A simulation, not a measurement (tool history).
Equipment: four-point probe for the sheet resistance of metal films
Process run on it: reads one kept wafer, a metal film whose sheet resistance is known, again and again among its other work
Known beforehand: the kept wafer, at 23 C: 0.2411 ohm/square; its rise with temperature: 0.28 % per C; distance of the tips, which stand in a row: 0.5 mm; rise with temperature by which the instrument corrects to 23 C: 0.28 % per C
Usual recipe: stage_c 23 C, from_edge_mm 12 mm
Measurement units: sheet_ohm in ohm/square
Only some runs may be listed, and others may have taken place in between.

run	day	stage_c	from_edge_mm	sheet_ohm
1	0	23	12	0.241387
2	1.404	23	22	0.241207
3	3.171	23	22	0.241283
4	4.317	23	11	0.241363
5	6.096	23	11	0.241523
6	8.192	23	12	0.241449
7	10.071	23	12	0.241449
8	11.838	21	12	0.241475
9	12.925	31	12	0.24146

For run 10, what comes out?
10	13.875	25	5	?

Logged for run 10: sheet_ohm 0.242529 ohm/square.
With the hidden condition absent and the run-to-run variation left alone, this run would have shown sheet_ohm 0.242391 ohm/square.
